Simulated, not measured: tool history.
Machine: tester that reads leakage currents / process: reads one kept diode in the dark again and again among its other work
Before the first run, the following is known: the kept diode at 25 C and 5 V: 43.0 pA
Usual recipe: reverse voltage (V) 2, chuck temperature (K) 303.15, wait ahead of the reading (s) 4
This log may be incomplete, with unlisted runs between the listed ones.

| run | hour | reverse voltage (V) | chuck temperature (K) | wait ahead of the reading (s) | current that the tester gives (pA) |
|---|---|---|---|---|---|
| 1 | 0 | 2 | 303.15 | 4 | 43.54 |
| 2 | 99.7 | 2 | 303.15 | 4 | 43.39 |
| 3 | 197.8 | 2 | 303.15 | 4 | 43.45 |
| 4 | 273.5 | 13.76 | 303.15 | 4 | 95.7 |
| 5 | 344.4 | 2 | 303.15 | 8.41 | 43.46 |
| 6 | 431.5 | 2 | 303.15 | 8.41 | 43.63 |
| 7 | 509.7 | 9.94 | 303.15 | 8.41 | 83.35 |
| 8 | 610.5 | 2 | 303.15 | 6.1 | 43.6 |
| 9 | 736.9 | 2 | 303.15 | 3.14 | 43.52 |
| 10 | 846.7 | 2 | 299.15 | 4 | 32.24 |
| 11 | 909.5 | 2 | 299.15 | 4 | 32.24 |
| 12 | 987.4 | 2 | 299.15 | 4 | 32.24 |
| 13 | 1095.4 | 2 | 315.15 | 4 | 103.24 |
| 14 | 1202.7 | 2 | 303.15 | 4 | 43.59 |
| 15 | 1299.1 | 2 | 303.15 | 4 | 43.56 |
| 16 | 1401.5 | 2 | 303.15 | 4 | 43.47 |
| 17 | 1505.4 | 2 | 303.15 | 4 | 43.47 |
| 18 | 1601.3 | 2 | 303.15 | 4 | 43.61 |
| 19 | 1665.6 | 2 | 303.15 | 4 | 43.68 |
| 20 | 1745.8 | 2 | 303.15 | 4 | 43.46 |
| 21 | 1867 | 7.71 | 303.15 | 4.05 | 75.81 |
| 22 | 1990.4 | 2 | 303.15 | 0.46 | 44.16 |
|  | 2062.4 | probe card cleaned and baked |
| 23 | 2084.2 | 17.55 | 303.15 | 4 | 105.19 |
| 24 | 2174.9 | 17.55 | 303.15 | 4 | 105.51 |
| 25 | 2304.1 | 1.94 | 314.15 | 1.36 | 94.65 |
| 26 | 2369.2 | 2 | 329.15 | 2.03 | 259.17 |
| 27 | 2455.3 | 1.24 | 329.15 | 7 | 213.49 |
| 28 | 2546.2 | 1.24 | 301.15 | 1.02 | 30.91 |
| 29 | 2656.5 | 3.51 | 298.15 | 6.34 | 37.55 |
|  | 2688.2 | chuck's temperature calibrated |
| 30 | 2747.7 | 3.51 | 298.15 | 1.38 | 37.71 |
| 31 | 2842.6 | 2 | 295.15 | 4 | 23.58 |
| 32 | 2927.2 | 2 | 299.15 | 1.51 | 32.27 |
| 33 | 3018.3 | 2 | 301.15 | 1.51 | 37.35 |
| 34 | 3113.7 | 2.22 | 294.15 | 4.39 | 22.79 |
| 35 | 3229.1 | 2.22 | 294.15 | 4.39 | 22.87 |
| 36 | 3322.1 | 1.69 | 306.15 | 4 | 50.78 |
| 37 | 3428.5 | 1.69 | 306.15 | 4 | 50.84 |
| 38 | 3522.3 | 17.35 | 303.15 | 1.56 | 105.84 |
| 39 | 3620.7 | 6.51 | 319.15 | 1.65 | 219.2 |
| 40 | 3696.1 | 5.45 | 301.15 | 1.09 | 56.86 |

What if the next run were any one of these 4? Each begins from the tool's condition after run 40:
| A | 3775.6 | 2 | 303.15 | 1.22 | ? |
| B | 3775.6 | 2.93 | 301.15 | 3.24 | ? |
| C | 3775.6 | 2 | 303.15 | 1.46 | ? |
| D | 3775.6 | 6.05 | 294.15 | 1.09 | ? |

| run | current that the tester gives (pA) |
|---|---|
| A | 43.64 |
| B | 43.82 |
| C | 43.69 |
| D | 34.85 |
The same runs, with their run-to-run variation unchanged, on a tool lacking any hidden condition would have given:
| run | current that the tester gives (pA) |
|---|---|
| A | 43.62 |
| B | 43.8 |
| C | 43.67 |
| D | 34.81 |
